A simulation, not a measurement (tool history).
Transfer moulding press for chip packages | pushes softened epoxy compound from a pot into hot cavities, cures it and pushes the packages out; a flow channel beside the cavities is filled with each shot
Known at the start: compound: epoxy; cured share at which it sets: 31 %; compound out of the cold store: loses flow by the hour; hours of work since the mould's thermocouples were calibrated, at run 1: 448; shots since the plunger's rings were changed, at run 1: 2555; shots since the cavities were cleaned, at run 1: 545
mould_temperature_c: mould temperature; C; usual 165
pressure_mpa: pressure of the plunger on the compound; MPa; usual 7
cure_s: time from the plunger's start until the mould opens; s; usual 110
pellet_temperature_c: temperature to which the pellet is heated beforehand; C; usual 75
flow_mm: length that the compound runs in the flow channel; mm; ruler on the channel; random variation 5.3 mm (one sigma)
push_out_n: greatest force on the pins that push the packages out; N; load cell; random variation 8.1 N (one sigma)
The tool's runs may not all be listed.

run,hour,mould_temperature_c,pressure_mpa,cure_s,pellet_temperature_c,hours of work since the mould's thermocouples were calibrated,shots since the plunger's rings were changed,shots since the cavities were cleaned,incoming compound's hours out of the cold store,flow_mm,push_out_n
1,0,165,7,110,75,448,2555,545,18.2,730,531
2,26,165,7,110,75,459,2744,734,34.6,661,547
3,49.7,165,7,112,75,468,2915,905,44.4,623,571
# hour 66.3: cavities cleaned with cleaning compound and waxed
4,92,165,7,112,75,485,3211,186,25.2,693,423
5,131,165,7,112,75,500,3494,469,14.4,750,510
6,159.7,165,7,112,75,512,3702,677,17.7,732,548
7,204.7,165,7,141,75,530,4028,1003,33.2,660,531
# hour 211.1: cavities cleaned with cleaning compound and waxed
8,231.5,165,7,141,75,540,4211,147,13.4,743,376
9,275.5,165,7,141,75,558,4530,466,45.8,617,450
10,312.6,165,7.94,110,75,573,4799,735,17,774,565
# hour 354.9: cavities cleaned with cleaning compound and waxed
11,355.8,165,7.94,110,75,589,5101,7,32.7,701,365
12,398.1,166,7,110,75,606,5407,313,33.6,649,463
13,428.3,166,7,110,75,619,5626,532,38.4,630,517
# hour 459.3: plunger's sealing rings changed
14,470,165,7,110,75,634,77,816,12.5,779,610
# hour 497.7: cavities cleaned with cleaning compound and waxed
15,509.3,170,8.23,110,75,649,351,84,12.1,822,365
16,563,165,7,99,75,671,741,474,40.1,654,569
# hour 585.6: mould's thermocouples calibrated
17,599.9,165,7,106,65,6,993,726,47,624,548
18,635.1,164,6.79,134,84,20,1248,981,28.4,683,554
# hour 640.3: cavities cleaned with cleaning compound and waxed
19,674.1,161,7,124,75,35,1520,245,22.9,733,453
20,711.7,165,7,142,75,50,1793,518,17.7,732,473
21,763.6,165,5.75,110,71,71,2169,894,35.8,589,585
# hour 782.5: cavities cleaned with cleaning compound and waxed
22,801.8,165,5.75,110,71,86,2435,140,30.4,615,410
23,829,158,5.75,110,71,96,2632,337,45.1,595,644
24,858.1,158,5.75,110,82,108,2842,547,11.4,724,766
25,883,159,5.75,110,79,118,3023,728,8.3,718,800
# hour 925.1: cavities cleaned with cleaning compound and waxed
26,938.3,165,7.11,98,82,140,3413,96,36,658,424
27,990.5,165,7.11,103,73,161,3791,474,14.6,751,571
28,1012.8,168,7,110,75,170,3952,635,28.9,672,516

Forecast each of these 4 alternatives for the next run:
A,1041.5,163,5.77,133,75,181,4160,843,24,?,?
B,1041.5,171,7,110,75,181,4160,843,30.8,?,?
C,1041.5,170,7,110,65,181,4160,843,11.8,?,?
D,1041.5,168,7.49,110,75,181,4160,843,41.4,?,?

run,flow_mm,push_out_n
A,644,546
B,647,525
C,738,520
D,637,556
Without the tool's hidden state the same runs would have given:
run,flow_mm,push_out_n
A,669,331
B,672,318
C,767,313
D,662,339

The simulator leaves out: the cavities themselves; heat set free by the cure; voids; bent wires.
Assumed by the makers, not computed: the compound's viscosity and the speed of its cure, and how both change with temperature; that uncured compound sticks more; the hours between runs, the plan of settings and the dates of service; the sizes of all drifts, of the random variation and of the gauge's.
